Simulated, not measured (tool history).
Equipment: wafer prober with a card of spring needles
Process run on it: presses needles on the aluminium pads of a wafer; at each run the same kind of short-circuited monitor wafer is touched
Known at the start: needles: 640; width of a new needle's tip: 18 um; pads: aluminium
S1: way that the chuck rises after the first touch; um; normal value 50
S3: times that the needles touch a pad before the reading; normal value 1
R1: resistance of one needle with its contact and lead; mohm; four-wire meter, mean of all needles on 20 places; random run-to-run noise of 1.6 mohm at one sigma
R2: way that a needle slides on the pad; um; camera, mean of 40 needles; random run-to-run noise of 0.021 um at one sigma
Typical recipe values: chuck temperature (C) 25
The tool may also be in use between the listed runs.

run 1 hour=0.0 | S1=50 chuck_temperature_(C)=25 S3=1 | R1=151 R2=10.85
-- hour=14.2 tips cleaned on abrasive film
run 2 hour=19.3 | S1=50 chuck_temperature_(C)=25 S3=1 | R1=152 R2=10.83
run 3 hour=29.0 | S1=50 chuck_temperature_(C)=25 S3=1 | R1=148 R2=10.81
-- hour=38.8 tips cleaned on abrasive film
run 4 hour=50.6 | S1=50 chuck_temperature_(C)=53 S3=1 | R1=157 R2=10.80
-- hour=62.9 tips cleaned on abrasive film
run 5 hour=71.9 | S1=50 chuck_temperature_(C)=53 S3=1 | R1=157 R2=10.86
run 6 hour=80.9 | S1=50 chuck_temperature_(C)=25 S3=1 | R1=150 R2=10.88
-- hour=86.9 tips cleaned on abrasive film
run 7 hour=89.9 | S1=50 chuck_temperature_(C)=25 S3=1 | R1=153 R2=10.87

Predict the results of run 8:
run 8 hour=106.4 | S1=50 chuck_temperature_(C)=25 S3=1 | R1=? R2=?

For run 8 the tool returned R1 150 mohm, R2 10.88 um.
With the hidden condition absent and the run-to-run variation left alone, this run would have shown R1 150 mohm, R2 10.79 um.

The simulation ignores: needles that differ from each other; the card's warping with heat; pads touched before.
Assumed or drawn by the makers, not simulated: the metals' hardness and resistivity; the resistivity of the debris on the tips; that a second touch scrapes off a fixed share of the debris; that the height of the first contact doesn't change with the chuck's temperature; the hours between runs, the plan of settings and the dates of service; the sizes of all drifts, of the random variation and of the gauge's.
